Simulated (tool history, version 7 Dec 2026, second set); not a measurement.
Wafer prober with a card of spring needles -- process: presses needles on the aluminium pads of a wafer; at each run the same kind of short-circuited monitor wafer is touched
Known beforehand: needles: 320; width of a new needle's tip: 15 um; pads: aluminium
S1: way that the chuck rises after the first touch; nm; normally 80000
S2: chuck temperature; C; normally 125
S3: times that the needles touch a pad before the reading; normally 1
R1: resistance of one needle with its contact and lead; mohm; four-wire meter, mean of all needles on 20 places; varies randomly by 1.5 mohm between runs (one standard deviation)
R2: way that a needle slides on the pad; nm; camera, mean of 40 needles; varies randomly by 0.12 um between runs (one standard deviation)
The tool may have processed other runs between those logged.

| run | hour | S1 | S2 | S3 | R1 | R2 |
|---|---|---|---|---|---|---|
| 1 | 0 | 80000 | 125 | 1 | 166 | 17680 |
| 2 | 15.2 | 80000 | 125 | 1 | 164 | 17430 |
| 3 | 22.6 | 80000 | 125 | 2 | 151 | 17790 |
| 4 | 40.7 | 80000 | 125 | 2 | 156 | 17640 |
| 5 | 56.2 | 80000 | 125 | 2 | 153 | 17600 |
| 6 | 64.4 | 79000 | 125 | 1 | 169 | 17160 |
| 7 | 72.1 | 80000 | 95 | 1 | 168 | 17530 |
| 8 | 81.9 | 80000 | 95 | 1 | 178 | 17310 |
| 9 | 95.6 | 80000 | 95 | 1 | 173 | 17350 |
| 10 | 112.9 | 80000 | 95 | 1 | 180 | 17400 |
| 11 | 126.5 | 80000 | 95 | 1 | 152 | 17240 |
| 12 | 140.5 | 80000 | 95 | 1 | 142 | 17430 |
| 13 | 153 | 80000 | 95 | 1 | 177 | 17210 |
| 14 | 162.6 | 80000 | 95 | 1 | 197 | 17130 |
| 15 | 170.8 | 80000 | 95 | 1 | 195 | 17270 |
| 16 | 181.3 | 80000 | 95 | 1 | 141 | 17070 |
| 17 | 198.1 | 80000 | 125 | 2 | 152 | 17100 |
| 18 | 215.6 | 62000 | 26 | 1 | 210 | 12920 |
| 19 | 228 | 80000 | 125 | 3 | 142 | 17160 |
| 20 | 241.5 | 80000 | 125 | 3 | 162 | 17180 |
| 21 | 249.5 | 64000 | 26 | 2 | 192 | 13180 |
| 22 | 267.6 | 80000 | 28 | 2 | 142 | 17160 |
| 23 | 279.5 | 80000 | 28 | 2 | 166 | 16690 |
| 24 | 293.1 | 80000 | 28 | 2 | 146 | 17110 |
| 25 | 307.1 | 84000 | 55 | 2 | 135 | 18690 |
| 26 | 318 | 100000 | 31 | 3 | 132 | 22310 |
| 27 | 335.3 | 100000 | 110 | 1 | 172 | 22500 |
| 28 | 343.3 | 96000 | 74 | 1 | 165 | 21530 |
| 29 | 352.5 | 64000 | 34 | 1 | 135 | 14180 |
| 30 | 363.4 | 61000 | 125 | 1 | 200 | 13380 |
| 31 | 381.2 | 86000 | 125 | 1 | 184 | 18920 |

Taken out of this log: 49 entries between the listed runs. Where each belongs, and how the hidden state differs across it:
After run 1, before run 2: tips cleaned on abrasive film (hour 4); tips cleaned on abrasive film (hour 11.9)
  debris on the tips, nm: 24 -> 22; way that the needles fall short of the set height, um: 0.96 -> 1.21; tips' diameter, um: 15.34 -> 15.42
  measured minus no-state result, R1: +34 -> +31 mohm; R2: -210 -> -270 nm
After run 2, before run 3: tips cleaned on abrasive film (hour 20.1)
  debris on the tips, nm: 22 -> 17; way that the needles fall short of the set height, um: 1.21 -> 1.31; tips' diameter, um: 15.42 -> 15.46
  measured minus no-state result, R1: +31 -> +16 mohm; R2: -270 -> -290 nm
After run 3, before run 4: tips cleaned on abrasive film (hour 28.4); tips cleaned on abrasive film (hour 37.1)
  debris on the tips, nm: 17 -> 23.3; way that the needles fall short of the set height, um: 1.31 -> 1.49; tips' diameter, um: 15.46 -> 15.52
  measured minus no-state result, R1: +16 -> +21 mohm; R2: -290 -> -330 nm
After run 4, before run 5: tips cleaned on abrasive film (hour 44.7); tips cleaned on abrasive film (hour 53.3)
  debris on the tips, nm: 23.3 -> 21.5; way that the needles fall short of the set height, um: 1.49 -> 1.7; tips' diameter, um: 15.52 -> 15.6
  measured minus no-state result, R1: +21 -> +20 mohm; R2: -330 -> -380 nm
After run 5, before run 6: tips cleaned on abrasive film (hour 61)
  debris on the tips, nm: 21.5 -> 23.6; way that the needles fall short of the set height, um: 1.7 -> 1.83; tips' diameter, um: 15.6 -> 15.64
  measured minus no-state result, R1: +20 -> +36 mohm; R2: -380 -> -410 nm
After run 6, before run 7: tips cleaned on abrasive film (hour 68.3)
  debris on the tips, nm: 23.6 -> 23.8; way that the needles fall short of the set height, um: 1.83 -> 1.92; tips' diameter, um: 15.64 -> 15.67
  measured minus no-state result, R1: +36 -> +38 mohm; R2: -410 -> -430 nm
After run 7, before run 8: tips cleaned on abrasive film (hour 76.3)
  debris on the tips, nm: 23.8 -> 33.2; way that the needles fall short of the set height, um: 1.92 -> 2.03; tips' diameter, um: 15.67 -> 15.71
  measured minus no-state result, R1: +38 -> +51 mohm; R2: -430 -> -450 nm
After run 8, before run 9: tips cleaned on abrasive film (hour 83.9); tips cleaned on abrasive film (hour 91.2)
  debris on the tips, nm: 33.2 -> 26.9; way that the needles fall short of the set height, um: 2.03 -> 2.2; tips' diameter, um: 15.71 -> 15.77
  measured minus no-state result, R1: +51 -> +44 mohm; R2: -450 -> -500 nm
After run 9, before run 10: tips cleaned on abrasive film (hour 99.2); tips cleaned on abrasive film (hour 107.8)
  debris on the tips, nm: 26.9 -> 29.9; way that the needles fall short of the set height, um: 2.2 -> 2.39; tips' diameter, um: 15.77 -> 15.84
  measured minus no-state result, R1: +44 -> +49 mohm; R2: -500 -> -540 nm
After run 10, before run 11: tips cleaned on abrasive film (hour 115.6); tips cleaned on abrasive film (hour 123.8)
  debris on the tips, nm: 29.9 -> 15.7; way that the needles fall short of the set height, um: 2.39 -> 2.55; tips' diameter, um: 15.84 -> 15.89
  measured minus no-state result, R1: +49 -> +26 mohm; R2: -540 -> -570 nm
After run 11, before run 12: tips cleaned on abrasive film (hour 131.5); tips cleaned on abrasive film (hour 140)
  debris on the tips, nm: 15.7 -> 6.7; way that the needles fall short of the set height, um: 2.55 -> 2.74; tips' diameter, um: 15.89 -> 15.96
  measured minus no-state result, R1: +26 -> +12 mohm; R2: -570 -> -620 nm
After run 12, before run 13: tips cleaned on abrasive film (hour 148.3)
  debris on the tips, nm: 6.7 -> 28.3; way that the needles fall short of the set height, um: 2.74 -> 2.87; tips' diameter, um: 15.96 -> 16.01
  measured minus no-state result, R1: +12 -> +48 mohm; R2: -620 -> -640 nm
After run 13, before run 14: tips cleaned on abrasive film (hour 155.9)
  debris on the tips, nm: 28.3 -> 37.3; way that the needles fall short of the set height, um: 2.87 -> 3; tips' diameter, um: 16.01 -> 16.05
  measured minus no-state result, R1: +48 -> +64 mohm; R2: -640 -> -670 nm
After run 14, before run 15: tips cleaned on abrasive film (hour 164.3)
  debris on the tips, nm: 37.3 -> 37.7; way that the needles fall short of the set height, um: 3 -> 3.1; tips' diameter, um: 16.05 -> 16.09
  measured minus no-state result, R1: +64 -> +65 mohm; R2: -670 -> -690 nm
After run 15, before run 16: tips cleaned on abrasive film (hour 172.5); tips cleaned on abrasive film (hour 180.4)
  debris on the tips, nm: 37.7 -> 6.2; way that the needles fall short of the set height, um: 3.1 -> 3.27; tips' diameter, um: 16.09 -> 16.15
  measured minus no-state result, R1: +65 -> +12 mohm; R2: -690 -> -730 nm
After run 16, before run 17: tips cleaned on abrasive film (hour 188.2); tips cleaned on abrasive film (hour 196.1)
  debris on the tips, nm: 6.2 -> 16.2; way that the needles fall short of the set height, um: 3.27 -> 3.51; tips' diameter, um: 16.15 -> 16.23
  measured minus no-state result, R1: +12 -> +18 mohm; R2: -730 -> -780 nm
After run 17, before run 18: tips cleaned on abrasive film (hour 203.5); tips cleaned on abrasive film (hour 211.4)
  debris on the tips, nm: 16.2 -> 26.7; way that the needles fall short of the set height, um: 3.51 -> 3.76; tips' diameter, um: 16.23 -> 16.31
  measured minus no-state result, R1: +18 -> +86 mohm; R2: -780 -> -840 nm
After run 18, before run 19: tips cleaned on abrasive film (hour 219.5); tips cleaned on abrasive film (hour 227.4)
  debris on the tips, nm: 26.7 -> 6.6; way that the needles fall short of the set height, um: 3.76 -> 3.91; tips' diameter, um: 16.31 -> 16.37
  measured minus no-state result, R1: +86 -> +6 mohm; R2: -840 -> -890 nm
After run 19, before run 20: tips cleaned on abrasive film (hour 234.9)
  debris on the tips, nm: 6.6 -> 39.8; way that the needles fall short of the set height, um: 3.91 -> 3.99; tips' diameter, um: 16.37 -> 16.4
  measured minus no-state result, R1: +6 -> +26 mohm; R2: -890 -> -900 nm
After run 20, before run 21: tips cleaned on abrasive film (hour 243)
  debris on the tips, nm: 39.8 -> 34.9; way that the needles fall short of the set height, um: 3.99 -> 4.1; tips' diameter, um: 16.4 -> 16.44
  measured minus no-state result, R1: +26 -> +67 mohm; R2: -900 -> -910 nm
After run 21, before run 22: tips cleaned on abrasive film (hour 250.5); tips cleaned on abrasive film (hour 257.9); tips cleaned on abrasive film (hour 265.3)
  debris on the tips, nm: 34.9 -> 16.5; way that the needles fall short of the set height, um: 4.1 -> 4.39; tips' diameter, um: 16.44 -> 16.54
  measured minus no-state result, R1: +67 -> +22 mohm; R2: -910 -> -990 nm
After run 22, before run 23: tips cleaned on abrasive film (hour 273.3)
  debris on the tips, nm: 16.5 -> 35; way that the needles fall short of the set height, um: 4.39 -> 4.49; tips' diameter, um: 16.54 -> 16.57
  measured minus no-state result, R1: +22 -> +45 mohm; R2: -990 -> -1000 nm
After run 23, before run 24: tips cleaned on abrasive film (hour 281.7); tips cleaned on abrasive film (hour 290.3)
  debris on the tips, nm: 35 -> 19.6; way that the needles fall short of the set height, um: 4.49 -> 4.69; tips' diameter, um: 16.57 -> 16.64
  measured minus no-state result, R1: +45 -> +26 mohm; R2: -1000 -> -1060 nm
After run 24, before run 25: height of the first contact set anew (hour 294.7); tips cleaned on abrasive film (hour 297.9); tips cleaned on abrasive film (hour 306)
  debris on the tips, nm: 19.6 -> 9.3; way that the needles fall short of the set height, um: 4.69 -> 0.19; tips' diameter, um: 16.64 -> 16.71
  measured minus no-state result, R1: +26 -> +10 mohm; R2: -1060 -> -40 nm
After run 25, before run 26: tips cleaned on abrasive film (hour 313.3)
  debris on the tips, nm: 9.3 -> 27.7; way that the needles fall short of the set height, um: 0.19 -> 0.32; tips' diameter, um: 16.71 -> 16.75
  measured minus no-state result, R1: +10 -> +14 mohm; R2: -40 -> -70 nm
After run 26, before run 27: tips cleaned on abrasive film (hour 321.4); tips cleaned on abrasive film (hour 329.6)
  debris on the tips, nm: 27.7 -> 35.8; way that the needles fall short of the set height, um: 0.32 -> 0.53; tips' diameter, um: 16.75 -> 16.83
  measured minus no-state result, R1: +14 -> +41 mohm; R2: -70 -> -120 nm
After run 27, before run 28: tips cleaned on abrasive film (hour 337.2)
  debris on the tips, nm: 35.8 -> 32.9; way that the needles fall short of the set height, um: 0.53 -> 0.64; tips' diameter, um: 16.83 -> 16.87
  measured minus no-state result, R1: +41 -> +43 mohm; R2: -120 -> -140 nm
After run 28, before run 29: tips cleaned on abrasive film (hour 344.5); tips cleaned on abrasive film (hour 352.4)
  debris on the tips, nm: 32.9 -> 3.8; way that the needles fall short of the set height, um: 0.64 -> 0.89; tips' diameter, um: 16.87 -> 16.95
  measured minus no-state result, R1: +43 -> +13 mohm; R2: -140 -> -200 nm
After run 29, before run 30: tips cleaned on abrasive film (hour 360)
  debris on the tips, nm: 3.8 -> 20.7; way that the needles fall short of the set height, um: 0.89 -> 0.98; tips' diameter, um: 16.95 -> 16.98
  measured minus no-state result, R1: +13 -> +60 mohm; R2: -200 -> -220 nm
After run 30, before run 31: tips cleaned on abrasive film (hour 368.4); tips cleaned on abrasive film (hour 375.8)
  debris on the tips, nm: 20.7 -> 32.4; way that the needles fall short of the set height, um: 0.98 -> 1.18; tips' diameter, um: 16.98 -> 17.05
  measured minus no-state result, R1: +60 -> +50 mohm; R2: -220 -> -260 nm

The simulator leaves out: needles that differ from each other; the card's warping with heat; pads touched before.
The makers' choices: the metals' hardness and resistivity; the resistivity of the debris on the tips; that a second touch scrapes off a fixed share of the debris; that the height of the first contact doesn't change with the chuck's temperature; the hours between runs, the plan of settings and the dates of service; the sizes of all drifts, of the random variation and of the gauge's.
